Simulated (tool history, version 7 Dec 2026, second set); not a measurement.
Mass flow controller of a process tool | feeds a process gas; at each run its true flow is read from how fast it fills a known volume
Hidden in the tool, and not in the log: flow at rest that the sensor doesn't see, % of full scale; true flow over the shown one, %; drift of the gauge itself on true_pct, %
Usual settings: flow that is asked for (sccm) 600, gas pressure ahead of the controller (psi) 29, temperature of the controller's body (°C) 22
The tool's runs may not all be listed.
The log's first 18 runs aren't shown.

run	day	flow that is asked for (sccm)	gas pressure ahead of the controller (psi)	temperature of the controller's body (°C)	hours of work since the controller was set to zero	hours of work since the controller was changed	true flow (%)
19	104.3	600	29	36	2466	2466	99.97
20	111.304	600	21.3	29	2554	2554	99.36
21	118.175	600	27.7	23	2641	2641	98.49
22	123.154	517	25.8	37	2704	2704	99.92
23	128.942	616	31.5	22	2777	2777	98.13
24	133.188	612	20.7	21	2831	2831	98.33
25	137.646	612	20.7	21	2887	2887	98.37
26	142.088	262	30.9	40	2944	2944	99.81
27	146.762	100	36.5	31	3003	3003	98.61
28	152.308	428	29	28	3073	3073	98.59
# day 156.017: gauge calibrated
29	157.817	428	29	28	3142	3142	99.91
30	161.988	428	29	28	3195	3195	99.8
31	168.575	428	29	28	3279	3279	99.8
32	172.596	600	29	23	3329	3329	99.38
33	176.758	458	29	34	3382	3382	100.47
34	182.842	458	29	34	3459	3459	100.43
35	189.721	458	29	34	3546	3546	100.38
36	194.462	458	29	34	3606	3606	100.33
37	202.229	458	37.1	34	3704	3704	100.03
38	207.096	458	37.1	34	3766	3766	99.92

Forecast each of these 3 alternatives for the next run:
A	213.029	282	37.1	34	3841	3841	?
B	213.029	458	26.8	34	3841	3841	?
C	213.029	778	32.3	20	3841	3841	?

run	true flow (%)
A	99.77
B	100.18
C	98.72
Without the tool's hidden state the same runs would have given:
run	true flow (%)
A	100.28
B	100.7
C	99.23

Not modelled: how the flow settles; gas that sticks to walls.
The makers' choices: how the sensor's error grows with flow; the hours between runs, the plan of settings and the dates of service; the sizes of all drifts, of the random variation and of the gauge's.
